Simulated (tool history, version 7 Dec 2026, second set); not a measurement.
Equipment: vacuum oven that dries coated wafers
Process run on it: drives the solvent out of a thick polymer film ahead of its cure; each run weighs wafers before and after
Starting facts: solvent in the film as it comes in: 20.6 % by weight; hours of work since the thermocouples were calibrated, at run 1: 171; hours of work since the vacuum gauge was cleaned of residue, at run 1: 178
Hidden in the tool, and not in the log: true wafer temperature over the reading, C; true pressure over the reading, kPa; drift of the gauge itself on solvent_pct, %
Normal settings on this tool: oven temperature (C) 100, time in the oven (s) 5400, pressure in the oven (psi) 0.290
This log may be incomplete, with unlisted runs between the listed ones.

| run | hour | oven temperature (C) | time in the oven (s) | pressure in the oven (psi) | hours of work since the thermocouples were calibrated | hours of work since the vacuum gauge was cleaned of residue | solvent left in the film (%) |
|---|---|---|---|---|---|---|---|
| 1 | 0.0 | 100 | 5400 | 0.290 | 171 | 178 | 2.73 |
| 2 | 60.3 | 100 | 8880 | 0.290 | 200 | 207 | 2.02 |
| 3 | 154.0 | 100 | 5400 | 0.290 | 246 | 253 | 2.79 |
| 4 | 200.0 | 100 | 6180 | 0.290 | 268 | 275 | 2.45 |
| 5 | 252.5 | 100 | 6180 | 0.290 | 293 | 300 | 2.44 |
| 6 | 336.5 | 100 | 3000 | 0.290 | 334 | 341 | 4.82 |
| 7 | 399.6 | 112 | 8220 | 0.290 | 365 | 371 | 1.32 |
| 8 | 486.0 | 112 | 8220 | 0.290 | 406 | 413 | 1.32 |
|  | 492.4 | oven's thermocouples calibrated |
| 9 | 579.2 | 112 | 8220 | 0.290 | 42 | 457 | 1.29 |
| 10 | 648.3 | 112 | 8220 | 0.174 | 75 | 491 | 0.78 |
| 11 | 742.5 | 112 | 8220 | 0.174 | 121 | 536 | 0.78 |

Some steps in solvent left in the film (%), run to run, broken into two amounts with sign: the step expected even without the hidden condition (settings, incoming material, random variation), and the rest, left for the hidden condition together with whatever gauge scatter is not in both the measured and the hidden-condition-free result:
Run 6 -> 7: oven temperature (C) 100 -> 112, time in the oven (s) 3000 -> 8220. solvent left in the film (%) -3.50: hidden state +0.11, all else -3.61.
